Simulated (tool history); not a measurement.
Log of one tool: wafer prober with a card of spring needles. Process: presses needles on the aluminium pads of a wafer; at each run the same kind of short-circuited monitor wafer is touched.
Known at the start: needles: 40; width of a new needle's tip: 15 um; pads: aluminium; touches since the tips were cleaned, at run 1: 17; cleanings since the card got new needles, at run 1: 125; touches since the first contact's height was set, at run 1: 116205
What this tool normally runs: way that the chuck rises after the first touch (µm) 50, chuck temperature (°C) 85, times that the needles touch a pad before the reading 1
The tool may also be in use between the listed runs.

run,hour,way that the chuck rises after the first touch (µm),chuck temperature (°C),times that the needles touch a pad before the reading,touches since the tips were cleaned,cleanings since the card got new needles,touches since the first contact's height was set,resistance of one needle with its contact and lead (mohm),way that a needle slides on the pad (µm)
1,0.0,50,85,1,17,125,116205,251,8.72
# hour 9.3: tips cleaned on abrasive film
# hour 21.0: tips cleaned on abrasive film
# hour 32.6: tips cleaned on abrasive film
# hour 44.2: tips cleaned on abrasive film
# hour 53.6: tips cleaned on abrasive film
# hour 65.2: tips cleaned on abrasive film
2,67.2,61,85,1,400,131,129622,249,10.66
# hour 76.5: tips cleaned on abrasive film
# hour 88.1: tips cleaned on abrasive film
# hour 99.8: tips cleaned on abrasive film
# hour 111.4: tips cleaned on abrasive film
3,117.4,61,85,1,1209,135,139661,261,10.66
# hour 122.1: tips cleaned on abrasive film
# hour 131.4: tips cleaned on abrasive film
# hour 143.1: tips cleaned on abrasive film
# hour 154.7: tips cleaned on abrasive film
4,157.5,61,85,1,559,139,147656,251,10.65
# hour 164.5: tips cleaned on abrasive film
# hour 176.1: tips cleaned on abrasive film
# hour 185.5: tips cleaned on abrasive film
# hour 197.1: tips cleaned on abrasive film
# hour 208.7: tips cleaned on abrasive film
# hour 218.1: tips cleaned on abrasive film
# hour 229.7: tips cleaned on abrasive film
5,235.9,50,103,1,1257,146,163322,269,8.58
# hour 240.6: tips cleaned on abrasive film
# hour 247.9: height of the first contact set anew
# hour 252.6: tips cleaned on abrasive film
# hour 264.2: tips cleaned on abrasive film
6,271.8,50,103,1,1539,149,4793,273,9.10
# hour 274.3: tips cleaned on abrasive film
# hour 285.9: tips cleaned on abrasive film
# hour 297.5: tips cleaned on abrasive film
# hour 306.8: tips cleaned on abrasive film
# hour 318.5: tips cleaned on abrasive film
# hour 330.1: tips cleaned on abrasive film
# hour 339.4: tips cleaned on abrasive film
# hour 351.1: tips cleaned on abrasive film
7,356.6,50,85,1,1112,157,21707,263,9.00
# hour 361.3: tips cleaned on abrasive film
# hour 372.9: tips cleaned on abrasive film
# hour 384.6: tips cleaned on abrasive film
# hour 396.2: tips cleaned on abrasive film
# hour 407.8: tips cleaned on abrasive film
# hour 419.5: tips cleaned on abrasive film
# hour 428.8: tips cleaned on abrasive film
# hour 438.8: tips cleaned on abrasive film
8,438.8,55,85,1,0,165,38107,250,9.95
# hour 450.4: tips cleaned on abrasive film
# hour 462.0: tips cleaned on abrasive film
# hour 473.7: tips cleaned on abrasive film
9,480.6,55,85,1,1403,168,46481,265,9.82
# hour 483.1: tips cleaned on abrasive film
# hour 494.7: tips cleaned on abrasive film
# hour 504.1: tips cleaned on abrasive film
# hour 515.7: tips cleaned on abrasive film
# hour 527.3: tips cleaned on abrasive film
# hour 539.0: tips cleaned on abrasive film
# hour 550.6: tips cleaned on abrasive film
# hour 562.2: tips cleaned on abrasive film
10,562.4,55,85,1,36,176,62799,252,9.73
# hour 571.7: tips cleaned on abrasive film
# hour 581.0: tips cleaned on abrasive film
# hour 592.7: tips cleaned on abrasive film
# hour 604.3: tips cleaned on abrasive film
# hour 615.9: tips cleaned on abrasive film
# hour 627.6: tips cleaned on abrasive film
# hour 639.2: tips cleaned on abrasive film
# hour 648.8: tips cleaned on abrasive film
11,648.8,55,85,2,0,184,80052,250,9.64
# hour 658.2: tips cleaned on abrasive film
# hour 669.8: tips cleaned on abrasive film
# hour 681.4: tips cleaned on abrasive film
# hour 693.1: tips cleaned on abrasive film
# hour 704.7: tips cleaned on abrasive film
# hour 716.3: tips cleaned on abrasive film
# hour 728.0: tips cleaned on abrasive film
12,732.8,59,85,2,966,191,96824,252,10.39
# hour 737.5: tips cleaned on abrasive film
# hour 746.8: tips cleaned on abrasive film
# hour 758.5: tips cleaned on abrasive film
# hour 767.8: tips cleaned on abrasive film
# hour 779.4: tips cleaned on abrasive film
# hour 791.1: tips cleaned on abrasive film
# hour 802.7: tips cleaned on abrasive film
13,808.6,36,85,2,1180,198,111956,278,6.20
# hour 813.3: tips cleaned on abrasive film
# hour 824.9: tips cleaned on abrasive film
# hour 836.5: tips cleaned on abrasive film
# hour 845.9: tips cleaned on abrasive film
# hour 857.4: tips cleaned on abrasive film
14,857.4,36,85,2,0,203,121706,266,6.11
# hour 869.1: tips cleaned on abrasive film
# hour 878.4: tips cleaned on abrasive film
# hour 890.0: tips cleaned on abrasive film
# hour 899.4: tips cleaned on abrasive film
# hour 911.0: tips cleaned on abrasive film
# hour 922.6: tips cleaned on abrasive film
15,930.4,36,85,2,1558,209,136277,283,6.07
# hour 932.8: tips cleaned on abrasive film
# hour 944.4: tips cleaned on abrasive film
# hour 956.0: tips cleaned on abrasive film
# hour 967.7: tips cleaned on abrasive film
# hour 979.3: tips cleaned on abrasive film
16,982.3,36,85,2,601,214,146637,269,6.03
# hour 989.3: tips cleaned on abrasive film
# hour 1000.9: tips cleaned on abrasive film
# hour 1012.6: tips cleaned on abrasive film
# hour 1024.2: tips cleaned on abrasive film
17,1029.5,43,85,1,1070,218,156073,276,7.33
# hour 1034.2: tips cleaned on abrasive film
# hour 1045.8: tips cleaned on abrasive film
# hour 1057.5: tips cleaned on abrasive film
# hour 1069.1: tips cleaned on abrasive film
# hour 1078.4: tips cleaned on abrasive film
# hour 1078.7: height of the first contact set anew
# hour 1090.4: tips cleaned on abrasive film
18,1098.4,35,85,2,1618,224,3941,284,6.36
# hour 1100.8: tips cleaned on abrasive film
# hour 1112.4: tips cleaned on abrasive film
# hour 1121.8: tips cleaned on abrasive film
# hour 1133.4: tips cleaned on abrasive film
19,1141.4,35,85,2,1608,228,12521,283,6.36
# hour 1143.8: tips cleaned on abrasive film
# hour 1155.4: tips cleaned on abrasive film
# hour 1167.0: tips cleaned on abrasive film
# hour 1178.7: tips cleaned on abrasive film
# hour 1188.0: tips cleaned on abrasive film
# hour 1199.6: tips cleaned on abrasive film
20,1202.9,38,68,1,652,234,24791,269,6.80
# hour 1209.9: tips cleaned on abrasive film
# hour 1221.5: tips cleaned on abrasive film
# hour 1233.1: tips cleaned on abrasive film
# hour 1244.8: tips cleaned on abrasive film
# hour 1256.4: tips cleaned on abrasive film
# hour 1268.0: tips cleaned on abrasive film
# hour 1279.7: tips cleaned on abrasive film
# hour 1289.7: tips cleaned on abrasive film
21,1289.7,38,71,1,0,242,42135,260,6.80
# hour 1299.1: tips cleaned on abrasive film
# hour 1310.7: tips cleaned on abrasive film
# hour 1322.3: tips cleaned on abrasive film
# hour 1334.0: tips cleaned on abrasive film
# hour 1343.3: tips cleaned on abrasive film
22,1344.9,66,39,2,320,247,53145,240,11.80

Measured minus without-hidden-state, run by run (identical run-to-run variation in each term; gauge scatter may differ):
What the log doesn't record here: debris on the tips, nm; way that the needles fall short of the set height, um; tips' diameter, um; drift of the gauge itself on contact_mohm, %; drift of the gauge itself on scrub_um, %.
run,resistance of one needle with its contact and lead (mohm),way that a needle slides on the pad (µm)
1,+4,-0.38
2,+7,-0.43
3,+13,-0.46
4,+9,-0.49
5,+18,-0.55
6,+19,-0.01
7,+16,-0.08
8,+3,-0.13
9,+16,-0.16
10,+5,-0.22
11,+4,-0.28
12,+8,-0.33
13,+22,-0.39
14,+10,-0.43
15,+28,-0.48
16,+17,-0.52
17,+26,-0.54
18,+28,-0.01
19,+27,-0.04
20,+21,-0.09
21,+8,-0.15
22,+5,-0.19
